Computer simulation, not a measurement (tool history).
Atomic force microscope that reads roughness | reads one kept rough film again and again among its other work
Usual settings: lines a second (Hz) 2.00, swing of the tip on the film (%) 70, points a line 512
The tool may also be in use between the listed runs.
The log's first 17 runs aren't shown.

run,hour,lines a second (Hz),swing of the tip on the film (%),points a line,pictures with this tip,hours of work since the height scale was calibrated,roughness of the kept film (nm (root mean square))
18,415.7,0.69,75,512,27,754,2.827
19,438.5,0.69,75,512,52,764,2.737
20,457.4,2.00,70,481,73,772,2.524
# hour 462.8: new tip fitted
21,476.4,2.00,70,512,15,780,2.695
22,506.1,1.35,70,512,48,793,2.693
# hour 533.8: new tip fitted
23,537.8,1.35,70,512,4,807,2.805
24,565.9,1.35,70,512,35,820,2.735
25,591.5,1.35,70,512,63,831,2.655
# hour 605.2: new tip fitted
26,610.2,0.74,70,512,5,839,2.913
27,635.7,1.17,62,991,33,850,2.831
28,651.3,1.95,62,736,50,857,2.690
29,669.8,1.95,62,736,70,865,2.669
# hour 677.4: new tip fitted
30,704.4,0.91,71,736,30,880,2.787
31,728.2,0.91,71,736,56,891,2.747
# hour 748.2: new tip fitted
32,750.0,1.14,60,525,2,900,2.962
33,768.6,1.14,60,525,23,908,2.879
34,784.8,3.38,68,428,40,916,2.476
# hour 818.4: new tip fitted
35,818.4,3.38,68,428,0,930,2.596
36,845.9,1.57,70,913,30,942,2.715
37,865.7,0.58,78,512,52,951,2.764
# hour 890.5: new tip fitted
38,891.8,0.98,70,520,2,962,2.901
39,906.3,2.81,70,520,18,969,2.561
40,925.4,2.81,70,520,39,977,2.526

Forecast run 41:
41,952.3,2.00,81,512,68,989,?

{"run 41": {"roughness of the kept film (nm (root mean square))": 2.377}}
Without the tool's hidden state the same run would have given roughness of the kept film (nm (root mean square)) 2.554.
